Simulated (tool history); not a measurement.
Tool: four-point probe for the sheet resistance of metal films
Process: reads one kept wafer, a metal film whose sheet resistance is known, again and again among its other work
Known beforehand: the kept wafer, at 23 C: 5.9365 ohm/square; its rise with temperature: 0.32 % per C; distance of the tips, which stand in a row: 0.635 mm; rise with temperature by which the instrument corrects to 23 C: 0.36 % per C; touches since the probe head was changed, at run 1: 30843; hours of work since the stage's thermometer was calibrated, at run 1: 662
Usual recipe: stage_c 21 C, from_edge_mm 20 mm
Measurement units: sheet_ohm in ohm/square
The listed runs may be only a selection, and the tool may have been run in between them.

| run | day | stage_c | from_edge_mm | touches since the probe head was changed | hours of work since the stage's thermometer was calibrated | sheet_ohm |
|---|---|---|---|---|---|---|
| 1 | 0.000 | 21 | 20 | 30843 | 662 | 5.921218 |
| 2 | 1.275 | 21 | 20 | 31711 | 683 | 5.919298 |
| 3 | 2.346 | 21 | 20 | 32439 | 700 | 5.919098 |
| 4 | 3.071 | 19 | 20 | 32932 | 712 | 5.924541 |
| 5 | 4.767 | 21 | 22 | 34087 | 739 | 5.917336 |
| 6 | 6.167 | 21 | 22 | 35041 | 762 | 5.918476 |
| 7 | 7.408 | 21 | 22 | 35887 | 782 | 5.918613 |
| 8 | 8.483 | 21 | 22 | 36616 | 799 | 5.915309 |
| 9 | 9.712 | 21 | 22 | 37455 | 819 | 5.916030 |
| 10 | 10.821 | 21 | 22 | 38209 | 837 | 5.913387 |
| 11 | 11.754 | 32 | 22 | 38845 | 852 | 5.892256 |
| 12 | 13.412 | 22 | 22 | 39971 | 879 | 5.914092 |
| 13 | 14.575 | 21 | 3 | 40764 | 898 | 6.053754 |
|  | 14.696 | stage's thermometer calibrated |
| 14 | 15.929 | 21 | 5 | 41672 | 20 | 5.961580 |
| 15 | 17.012 | 21 | 5 | 42409 | 38 | 5.961600 |
| 16 | 18.650 | 20 | 20 | 43523 | 64 | 5.913473 |
| 17 | 19.462 | 20 | 20 | 44075 | 77 | 5.916342 |
| 18 | 20.638 | 22 | 17 | 44877 | 96 | 5.910307 |
| 19 | 21.562 | 22 | 17 | 45504 | 111 | 5.911190 |
|  | 21.679 | stage's thermometer calibrated, once more |
| 20 | 22.321 | 20 | 73 | 46006 | 10 | 5.918671 |
| 21 | 23.654 | 19 | 38 | 46913 | 32 | 5.922805 |
| 22 | 24.338 | 19 | 38 | 47379 | 43 | 5.920091 |
| 23 | 25.233 | 28 | 11 | 47988 | 57 | 5.910859 |
| 24 | 25.912 | 28 | 11 | 48453 | 69 | 5.910201 |
| 25 | 26.742 | 19 | 4 | 49016 | 82 | 6.000425 |
| 26 | 28.292 | 19 | 9 | 50071 | 107 | 5.935838 |
| 27 | 29.496 | 19 | 9 | 50890 | 127 | 5.936176 |
| 28 | 30.750 | 19 | 4 | 51744 | 147 | 5.999798 |

Hidden condition of the tool, last listed run before each entry between runs versus first listed run after:
In the gap between runs 13 and 14: stage's thermometer calibrated (day 14.696)
  inner tips' distance over the nominal, %: -0.356 -> -0.359; wafer's true temperature over the reading, C: -0.24 -> -0.4
  measured minus no-state result, sheet_ohm: -0.028112 -> -0.030795 ohm/square
In the gap between runs 19 and 20: stage's thermometer calibrated, once more (day 21.679)
  inner tips' distance over the nominal, %: -0.372 -> -0.374; wafer's true temperature over the reading, C: -0.42 -> 0
  measured minus no-state result, sheet_ohm: -0.031804 -> -0.024066 ohm/square

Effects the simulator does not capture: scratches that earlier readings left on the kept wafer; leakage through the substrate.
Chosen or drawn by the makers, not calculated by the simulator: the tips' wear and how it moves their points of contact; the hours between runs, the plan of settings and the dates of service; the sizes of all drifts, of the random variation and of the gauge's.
